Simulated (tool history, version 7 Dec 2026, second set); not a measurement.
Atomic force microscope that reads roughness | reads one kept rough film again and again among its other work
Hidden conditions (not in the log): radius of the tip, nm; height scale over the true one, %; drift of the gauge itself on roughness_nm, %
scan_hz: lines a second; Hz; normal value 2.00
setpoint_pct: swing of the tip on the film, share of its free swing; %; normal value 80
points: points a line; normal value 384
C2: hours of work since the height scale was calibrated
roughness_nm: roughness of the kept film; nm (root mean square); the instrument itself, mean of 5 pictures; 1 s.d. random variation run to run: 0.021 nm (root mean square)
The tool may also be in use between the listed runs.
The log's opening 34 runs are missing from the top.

{"hour": 647.1, "done": "new tip fitted"}
{"run": 35, "hour": 649.2, "scan_hz": 1.16, "setpoint_pct": 63, "points": 384, "pictures with this tip": 4, "C2": 995, "roughness_nm": 5.576}
{"run": 36, "hour": 660.2, "scan_hz": 2.0, "setpoint_pct": 59, "points": 384, "pictures with this tip": 28, "C2": 1003, "roughness_nm": 5.456}
{"run": 37, "hour": 684.6, "scan_hz": 0.96, "setpoint_pct": 73, "points": 350, "pictures with this tip": 82, "C2": 1021, "roughness_nm": 5.464}
{"hour": 688.5, "done": "new tip fitted"}
{"run": 38, "hour": 702.4, "scan_hz": 0.96, "setpoint_pct": 73, "points": 350, "pictures with this tip": 30, "C2": 1034, "roughness_nm": 5.445}
{"run": 39, "hour": 726.0, "scan_hz": 0.96, "setpoint_pct": 73, "points": 350, "pictures with this tip": 82, "C2": 1052, "roughness_nm": 5.493}
{"hour": 729.9, "done": "new tip fitted"}
{"run": 40, "hour": 750.4, "scan_hz": 0.69, "setpoint_pct": 64, "points": 521, "pictures with this tip": 45, "C2": 1070, "roughness_nm": 5.584}
{"hour": 771.0, "done": "new tip fitted"}
{"run": 41, "hour": 771.0, "scan_hz": 2.0, "setpoint_pct": 80, "points": 646, "pictures with this tip": 0, "C2": 1085, "roughness_nm": 5.099}
{"run": 42, "hour": 786.0, "scan_hz": 0.69, "setpoint_pct": 80, "points": 361, "pictures with this tip": 33, "C2": 1096, "roughness_nm": 5.49}
{"run": 43, "hour": 797.2, "scan_hz": 3.99, "setpoint_pct": 58, "points": 868, "pictures with this tip": 57, "C2": 1105, "roughness_nm": 5.363}

Each row is a separate what-if for the run after 43, all from the same tool condition, not one after another. Results?
{"hour": 812.1, "done": "new tip fitted"}
{"run": "A", "hour": 814.6, "scan_hz": 2.0, "setpoint_pct": 83, "points": 384, "pictures with this tip": 6, "C2": 1118, "roughness_nm": "?"}
{"hour": 812.1, "done": "new tip fitted"}
{"run": "B", "hour": 814.6, "scan_hz": 2.66, "setpoint_pct": 58, "points": 911, "pictures with this tip": 6, "C2": 1118, "roughness_nm": "?"}
{"hour": 812.1, "done": "new tip fitted"}
{"run": "C", "hour": 814.6, "scan_hz": 0.61, "setpoint_pct": 80, "points": 384, "pictures with this tip": 6, "C2": 1118, "roughness_nm": "?"}
{"hour": 812.1, "done": "new tip fitted"}
{"run": "D", "hour": 814.6, "scan_hz": 0.6, "setpoint_pct": 65, "points": 828, "pictures with this tip": 6, "C2": 1118, "roughness_nm": "?"}
{"hour": 812.1, "done": "new tip fitted"}
{"run": "E", "hour": 814.6, "scan_hz": 0.76, "setpoint_pct": 58, "points": 309, "pictures with this tip": 6, "C2": 1118, "roughness_nm": "?"}

run=A roughness_nm=4.999
run=B roughness_nm=5.439
run=C roughness_nm=5.520
run=D roughness_nm=5.642
run=E roughness_nm=5.621
Without the tool's hidden state the same runs would have given:
run=A roughness_nm=5.000
run=B roughness_nm=5.440
run=C roughness_nm=5.522
run=D roughness_nm=5.643
run=E roughness_nm=5.622
